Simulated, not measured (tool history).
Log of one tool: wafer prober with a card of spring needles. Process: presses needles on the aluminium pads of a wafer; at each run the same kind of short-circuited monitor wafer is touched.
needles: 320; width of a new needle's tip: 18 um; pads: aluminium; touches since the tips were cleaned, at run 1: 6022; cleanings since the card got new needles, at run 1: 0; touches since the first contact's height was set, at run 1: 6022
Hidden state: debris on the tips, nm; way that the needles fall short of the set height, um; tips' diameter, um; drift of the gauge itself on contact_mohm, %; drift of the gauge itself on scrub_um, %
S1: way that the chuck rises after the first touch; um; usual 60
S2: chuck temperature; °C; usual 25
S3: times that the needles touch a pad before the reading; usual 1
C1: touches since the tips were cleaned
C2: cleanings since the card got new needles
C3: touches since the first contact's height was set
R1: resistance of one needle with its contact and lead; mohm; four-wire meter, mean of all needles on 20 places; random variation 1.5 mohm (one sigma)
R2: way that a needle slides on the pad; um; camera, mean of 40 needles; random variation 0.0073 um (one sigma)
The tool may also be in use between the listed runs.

run 1 hour=0 | S1=60 S2=25 S3=1 | C1=6022 C2=0 C3=6022 | R1=231 R2=13.824
-- hour=6.2 tips cleaned on abrasive film
run 2 hour=18.3 | S1=60 S2=25 S3=1 | C1=5638 C2=1 C3=14504 | R1=271 R2=13.83
-- hour=25.9 tips cleaned on abrasive film
run 3 hour=34.5 | S1=60 S2=25 S3=1 | C1=4020 C2=2 C3=21990 | R1=215 R2=13.823
-- hour=45.5 tips cleaned on abrasive film
run 4 hour=51.2 | S1=60 S2=25 S3=1 | C1=2651 C2=3 C3=29729 | R1=200 R2=13.814
-- hour=60.2 tips cleaned on abrasive film, once more
run 5 hour=73.9 | S1=60 S2=25 S3=1 | C1=6360 C2=4 C3=40252 | R1=232 R2=13.781
-- hour=81.1 tips cleaned on abrasive film
run 6 hour=84.2 | S1=60 S2=25 S3=1 | C1=1459 C2=5 C3=44997 | R1=178 R2=13.787
run 7 hour=94.9 | S1=60 S2=25 S3=1 | C1=6451 C2=5 C3=49989 | R1=232 R2=13.779
-- hour=101.4 tips cleaned on abrasive film
run 8 hour=105.5 | S1=72 S2=25 S3=1 | C1=1929 C2=6 C3=54887 | R1=172 R2=16.535
run 9 hour=118.1 | S1=72 S2=25 S3=1 | C1=7804 C2=6 C3=60762 | R1=212 R2=16.534
-- hour=120.9 tips cleaned on abrasive film
run 10 hour=134 | S1=72 S2=25 S3=1 | C1=6079 C2=7 C3=68100 | R1=207 R2=16.521
-- hour=140.9 tips cleaned on abrasive film
run 11 hour=152.3 | S1=44 S2=25 S3=1 | C1=5277 C2=8 C3=76567 | R1=297 R2=10.06
-- hour=161.1 tips cleaned on abrasive film
run 12 hour=165.3 | S1=60 S2=25 S3=1 | C1=1967 C2=9 C3=82589 | R1=188 R2=13.74
run 13 hour=177.4 | S1=60 S2=25 S3=1 | C1=7604 C2=9 C3=88226 | R1=241 R2=13.74
-- hour=180.9 tips cleaned on abrasive film
run 14 hour=192.1 | S1=60 S2=25 S3=1 | C1=5181 C2=10 C3=95006 | R1=225 R2=13.711
-- hour=201.1 tips cleaned on abrasive film
-- hour=209.6 height of the first contact set anew
run 15 hour=210.4 | S1=60 S2=25 S3=1 | C1=4177 C2=11 C3=334 | R1=212 R2=13.84
-- hour=220.9 tips cleaned on abrasive film
run 16 hour=232.8 | S1=60 S2=25 S3=1 | C1=5546 C2=12 C3=10744 | R1=232 R2=13.814
-- hour=240.7 tips cleaned on abrasive film
run 17 hour=246.9 | S1=54 S2=25 S3=1 | C1=2905 C2=13 C3=17279 | R1=220 R2=12.435
-- hour=259.8 tips cleaned on abrasive film
run 18 hour=267.4 | S1=46 S2=46 S3=1 | C1=3532 C2=14 C3=26758 | R1=255 R2=10.571
-- hour=278.9 tips cleaned on abrasive film
run 19 hour=288.8 | S1=50 S2=25 S3=1 | C1=4600 C2=15 C3=36679 | R1=253 R2=11.476
-- hour=299.2 tips cleaned on abrasive film
run 20 hour=307.4 | S1=50 S2=25 S3=1 | C1=3814 C2=16 C3=45293 | R1=245 R2=11.467
-- hour=319 tips cleaned on abrasive film
run 21 hour=329.7 | S1=50 S2=25 S3=2 | C1=4976 C2=17 C3=55633 | R1=207 R2=11.464
-- hour=338.5 tips cleaned on abrasive film
run 22 hour=344.7 | S1=47 S2=70 S3=2 | C1=2874 C2=18 C3=62577 | R1=207 R2=10.757
-- hour=357.8 tips cleaned on abrasive film
run 23 hour=358.2 | S1=48 S2=33 S3=2 | C1=159 C2=19 C3=68803 | R1=154 R2=10.982
-- hour=377.9 tips cleaned on abrasive film
run 24 hour=377.9 | S1=54 S2=75 S3=1 | C1=0 C2=20 C3=77935 | R1=165 R2=12.346
run 25 hour=395.9 | S1=54 S2=75 S3=1 | C1=8397 C2=20 C3=86332 | R1=267 R2=12.351
-- hour=397.9 tips cleaned on abrasive film
run 26 hour=416.3 | S1=64 S2=75 S3=2 | C1=8547 C2=21 C3=95778 | R1=195 R2=14.636
-- hour=417.9 tips cleaned on abrasive film
-- hour=431.9 height of the first contact set anew
-- hour=438.3 tips cleaned on abrasive film
run 27 hour=438.9 | S1=49 S2=25 S3=2 | C1=297 C2=23 C3=3221 | R1=153 R2=11.291
-- hour=457.3 tips cleaned on abrasive film
run 28 hour=460.7 | S1=42 S2=30 S3=2 | C1=1587 C2=24 C3=13349 | R1=193 R2=9.649
-- hour=477.8 tips cleaned on abrasive film
run 29 hour=480.8 | S1=42 S2=30 S3=2 | C1=1424 C2=25 C3=22651 | R1=190 R2=9.653
run 30 hour=492.2 | S1=65 S2=48 S3=2 | C1=6747 C2=25 C3=27974 | R1=189 R2=14.961
-- hour=497.3 tips cleaned on abrasive film
run 31 hour=504.6 | S1=53 S2=105 S3=2 | C1=3389 C2=26 C3=33690 | R1=199 R2=12.174
-- hour=517.2 tips cleaned on abrasive film
run 32 hour=522.9 | S1=60 S2=27 S3=1 | C1=2652 C2=27 C3=42158 | R1=204 R2=13.777
-- hour=536.6 tips cleaned on abrasive film
run 33 hour=537.5 | S1=60 S2=29 S3=2 | C1=413 C2=28 C3=48893 | R1=146 R2=13.768

Forecast each of these 3 alternatives for the next run:
run A hour=547.1 | S1=60 S2=57 S3=2 | C1=4892 C2=28 C3=53372 | R1=? R2=?
run B hour=547.1 | S1=46 S2=35 S3=3 | C1=4892 C2=28 C3=53372 | R1=? R2=?
run C hour=547.1 | S1=52 S2=74 S3=1 | C1=4892 C2=28 C3=53372 | R1=? R2=?

run=A R1=194 R2=13.763
run=B R1=191 R2=10.542
run=C R1=254 R2=11.917
Without the tool's hidden state the same runs would have given:
run=A R1=142 R2=13.829
run=B R1=140 R2=10.608
run=C R1=148 R2=11.983

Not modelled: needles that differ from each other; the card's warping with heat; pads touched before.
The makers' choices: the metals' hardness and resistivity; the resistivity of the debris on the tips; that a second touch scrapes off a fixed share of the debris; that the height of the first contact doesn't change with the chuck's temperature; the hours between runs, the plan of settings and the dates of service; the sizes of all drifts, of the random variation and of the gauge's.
